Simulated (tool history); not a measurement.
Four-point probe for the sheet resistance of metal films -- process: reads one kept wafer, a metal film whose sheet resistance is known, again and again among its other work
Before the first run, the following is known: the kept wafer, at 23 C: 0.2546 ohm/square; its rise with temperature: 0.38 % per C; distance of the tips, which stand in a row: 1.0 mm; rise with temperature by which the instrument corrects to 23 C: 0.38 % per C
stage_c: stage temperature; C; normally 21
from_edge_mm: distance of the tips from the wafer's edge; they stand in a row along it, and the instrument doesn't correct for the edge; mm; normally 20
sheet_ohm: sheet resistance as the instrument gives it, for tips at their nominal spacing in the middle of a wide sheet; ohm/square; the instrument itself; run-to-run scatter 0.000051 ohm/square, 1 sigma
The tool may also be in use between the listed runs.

run	hour	stage_c	from_edge_mm	sheet_ohm
1	0.0	21	20	0.255401
2	52.3	21	20	0.255426
3	102.9	21	20	0.255514
4	142.5	21	20	0.255477
5	180.4	21	20	0.255620
6	218.6	21	31	0.255439
7	298.8	21	31	0.255486
8	354.5	21	31	0.255513
9	430.9	21	31	0.255661
10	496.5	29	20	0.255827
11	553.8	29	20	0.255914
12	636.4	21	59	0.255684
13	705.0	20	20	0.255996
14	759.5	20	20	0.256084
15	836.3	20	20	0.256209
16	909.3	20	20	0.256296
17	944.3	20	20	0.256241
# hour 982.2: new probe head fitted
18	998.4	20	20	0.253949
19	1081.5	24	15	0.254387
20	1165.2	19	23	0.254047
21	1203.6	19	23	0.254114
22	1286.4	32	51	0.253977
23	1357.6	28	38	0.254058
24	1403.8	27	3	0.268357
25	1441.0	27	3	0.268432
26	1512.3	32	20	0.254529
27	1581.1	28	7	0.256990
28	1629.4	20	9	0.255946
29	1684.8	20	9	0.255899
30	1767.0	28	9	0.256137
31	1843.8	22	8	0.256627
32	1883.1	21	66	0.254568
33	1921.4	34	5	0.259982
34	1956.4	34	5	0.260034
35	2007.3	22	5	0.260035

Forecast each of these 5 alternatives for the next run:
A	2043.5	22	6	?
B	2043.5	24	7	?
C	2043.5	19	16	?
D	2043.5	22	62	?
E	2043.5	32	5	?

run	sheet_ohm
A	0.258530
B	0.257512
C	0.255213
D	0.254717
E	0.260060
Without the tool's unlogged condition, the same runs would have read:
run	sheet_ohm
A	0.258462
B	0.257439
C	0.255154
D	0.254650
E	0.259966
